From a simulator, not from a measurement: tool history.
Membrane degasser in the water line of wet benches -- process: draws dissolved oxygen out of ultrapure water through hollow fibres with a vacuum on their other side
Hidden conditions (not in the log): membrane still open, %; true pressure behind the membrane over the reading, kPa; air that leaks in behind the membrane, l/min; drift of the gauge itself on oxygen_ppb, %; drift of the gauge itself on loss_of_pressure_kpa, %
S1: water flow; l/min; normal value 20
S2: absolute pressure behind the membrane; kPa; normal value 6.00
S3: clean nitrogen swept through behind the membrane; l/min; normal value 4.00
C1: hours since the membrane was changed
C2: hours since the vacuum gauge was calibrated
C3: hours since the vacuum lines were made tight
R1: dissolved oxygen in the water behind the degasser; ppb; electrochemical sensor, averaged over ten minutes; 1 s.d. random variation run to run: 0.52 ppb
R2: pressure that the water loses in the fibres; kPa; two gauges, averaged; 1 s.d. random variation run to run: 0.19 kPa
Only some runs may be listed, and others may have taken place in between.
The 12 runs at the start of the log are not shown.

run	hour	S1	S2	S3	C1	C2	C3	R1	R2
13	1642.4	20	6.00	4.00	8123	5453	2144	48.7	40.82
14	1838.0	20	14.02	4.00	8319	5649	2339	144.3	40.83
15	1935.3	20	14.02	4.00	8416	5746	2437	146.2	40.70
16	2065.0	20	14.02	4.00	8546	5876	2566	146.2	40.83
17	2183.0	20	14.02	4.00	8664	5994	2684	143.7	40.72
18	2295.7	20	14.02	4.00	8777	6107	2797	144.6	40.84
19	2495.6	20	8.96	3.88	8976	6307	2997	87.2	40.57
20	2611.2	16	7.28	1.99	9092	6422	3113	90.1	32.78
21	2805.4	16	7.28	1.99	9286	6616	3307	89.7	32.68
22	2963.6	31	4.74	6.48	9444	6775	3465	57.9	63.09
23	3154.3	20	5.45	11.55	9635	6965	3656	23.3	41.11
24	3319.7	20	10.64	11.55	9801	7131	3821	45.3	41.17
25	3471.8	20	10.64	11.55	9953	7283	3973	45.2	40.98
26	3557.1	19	14.96	11.27	10038	7368	4058	62.1	38.53
27	3644.8	19	14.96	11.27	10126	7456	4146	62.6	39.09
28	3807.3	18	6.00	4.32	10288	7618	4309	41.9	36.89
# hour 3820.4: vacuum gauge calibrated
29	3992.6	13	7.11	4.32	10473	172	4493	32.7	26.67
30	4165.7	17	9.52	4.00	10646	345	4666	74.5	35.02
31	4277.1	17	9.52	4.00	10757	457	4778	74.1	35.14
32	4400.9	14	6.00	4.46	10881	580	4902	26.2	28.77

Forecast each of these 3 alternatives for the next run:
A	4560.9	13	6.65	5.48	11041	741	5062	?	?
B	4560.9	13	3.65	2.41	11041	741	5062	?	?
C	4560.9	14	6.00	1.67	11041	741	5062	?	?

run	R1	R2
A	24.1	26.68
B	9.1	26.87
C	60.6	28.79
Without the tool's unlogged condition, the same runs would have read:
run	R1	R2
A	22.6	25.52
B	8.0	25.71
C	58.3	27.53

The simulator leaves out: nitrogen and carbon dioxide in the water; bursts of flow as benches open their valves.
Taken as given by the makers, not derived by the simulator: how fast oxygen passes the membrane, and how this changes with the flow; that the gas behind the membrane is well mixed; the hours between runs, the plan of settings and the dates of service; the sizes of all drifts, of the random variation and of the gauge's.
